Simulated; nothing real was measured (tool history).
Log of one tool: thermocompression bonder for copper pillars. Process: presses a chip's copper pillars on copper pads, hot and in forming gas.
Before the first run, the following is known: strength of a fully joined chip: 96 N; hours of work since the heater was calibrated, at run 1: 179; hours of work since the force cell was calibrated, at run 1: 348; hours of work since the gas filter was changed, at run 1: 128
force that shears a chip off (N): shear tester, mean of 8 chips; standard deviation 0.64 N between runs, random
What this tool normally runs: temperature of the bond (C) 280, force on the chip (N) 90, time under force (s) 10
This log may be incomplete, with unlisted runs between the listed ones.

run   hour  temperature of the bond (C)  force on the chip (N)  time under force (s)  hours of work since the heater was calibrated  hours of work since the force cell was calibrated  hours of work since the gas filter was changed  force that shears a chip off (N)
  1      0                          280                     90                    10                                            179                                                348                                             128                              38.8
  2    8.1                          280                     90                    10                                            184                                                354                                             134                              38.3
  3   18.8                          280                     90                    10                                            191                                                361                                             141                              37.5
  4   34.8                          280                     90                    10                                            202                                                372                                             152                              38.1
  5   48.3                          280                     90                    10                                            211                                                381                                             161                              38.6
  6   60.7                          280                     82                    10                                            219                                                389                                             169                              34.9
  7   70.7                          280                     82                    10                                            226                                                396                                             175                              34.6
  8   83.6                          280                     90                    10                                            235                                                404                                             184                              37.4
  9   99.6                          280                     90                    10                                            245                                                415                                             195                              38.2
 10  111.9                          280                     90                    10                                            253                                                423                                             203                              37.4
 11    122                          280                     90                    10                                            260                                                430                                             210                              36.8
 12  131.7                          280                     90                    10                                            267                                                436                                             216                              38.1
 13  141.1                          299                     61                    26                                            273                                                442                                             222                              52.5
 14  155.6                          279                     63                     9                                            283                                                452                                             232                              26.8
 15  172.6                          262                     63                    11                                            294                                                463                                             243                              22.6
 16  187.1                          298                     90                    10                                            303                                                473                                             253                              47.8
 17  196.2                          306                    123                     7                                            310                                                479                                             259                              55.8
 18  210.6                          301                     90                    28                                            319                                                489                                             269                              67.2
 19  224.2                          288                    122                    15                                            328                                                498                                             278                                58
 20  234.6                          288                    122                    15                                            335                                                505                                             284                              55.6
     243.7  -- forming gas filter changed
 21  244.2                          288                    122                    15                                            341                                                511                                               0                              60.2
 22  256.5                          288                    122                    15                                            349                                                519                                               8                              59.2
 23    264                          310                    122                    13                                            354                                                524                                              13                              70.8

Each row is a separate what-if for the run after 23, all from the same tool condition, not one after another. Results?
  A  272.2                          310                    122                     7                                            360                                                529                                              19                                 ?
  B  272.2                          274                     67                    13                                            360                                                529                                              19                                 ?
  C  272.2                          307                     61                    26                                            360                                                529                                              19                                 ?
  D  272.2                          280                     90                    14                                            360                                                529                                              19                                 ?

run  force that shears a chip off (N)
  A                              60.3
  B                              33.4
  C                                60
  D                              44.7
Without the tool's unlogged condition, the same runs would have read:
run  force that shears a chip off (N)
  A                              60.3
  B                              33.2
  C                              59.9
  D                              44.5
